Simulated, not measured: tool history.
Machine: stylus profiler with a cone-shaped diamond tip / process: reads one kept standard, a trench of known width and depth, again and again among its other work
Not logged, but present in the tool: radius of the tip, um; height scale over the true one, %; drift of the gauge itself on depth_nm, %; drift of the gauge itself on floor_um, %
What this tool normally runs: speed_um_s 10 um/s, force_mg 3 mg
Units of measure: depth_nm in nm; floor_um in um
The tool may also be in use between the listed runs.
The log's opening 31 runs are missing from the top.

run,hour,speed_um_s,force_mg,scans with this tip,hours of work since the height scale was calibrated,depth_nm,floor_um
32,1031.3,10,2.56,7843,292,202.99,48.18
33,1062.9,8,4.85,7935,305,204.6,48.2
34,1098.9,2,2.41,8040,321,202.89,48.24
35,1121.6,3,1.43,8107,331,201.91,48.25
36,1159.4,38,6.82,8217,347,205.69,48.09
37,1193.2,28,1.94,8316,362,202.48,48.09
38,1227.1,11,3.71,8415,377,203.84,48.2
39,1268.1,11,3.71,8535,394,203.69,48.19
40,1313.8,13,1.54,8668,414,201.95,48.13
41,1342.1,4,4.6,8751,427,204.43,48.21
42,1381.7,3,5.22,8866,444,204.68,48.23
43,1417,3,5.22,8969,459,204.79,48.3
44,1453.5,36,5.22,9076,475,204.67,48.1
45,1495.7,3,3,9199,493,203.26,48.18
46,1521.4,3,3,9275,504,203.19,48.2

Predict each of these 5 candidate next runs independently; none follows another, all start after run 46:
A,1568.3,3,1.05,9411,525,?,?
B,1568.3,6,1.32,9411,525,?,?
C,1568.3,6,7.77,9411,525,?,?
D,1568.3,9,5.39,9411,525,?,?
E,1568.3,5,2.97,9411,525,?,?

run,depth_nm,floor_um
A,201.49,48.24
B,201.82,48.22
C,206.11,48.27
D,204.71,48.2
E,203.26,48.25
Without the tool's unlogged condition, the same runs would have read:
run,depth_nm,floor_um
A,201.5,48.25
B,201.83,48.23
C,206.12,48.27
D,204.72,48.21
E,203.27,48.26
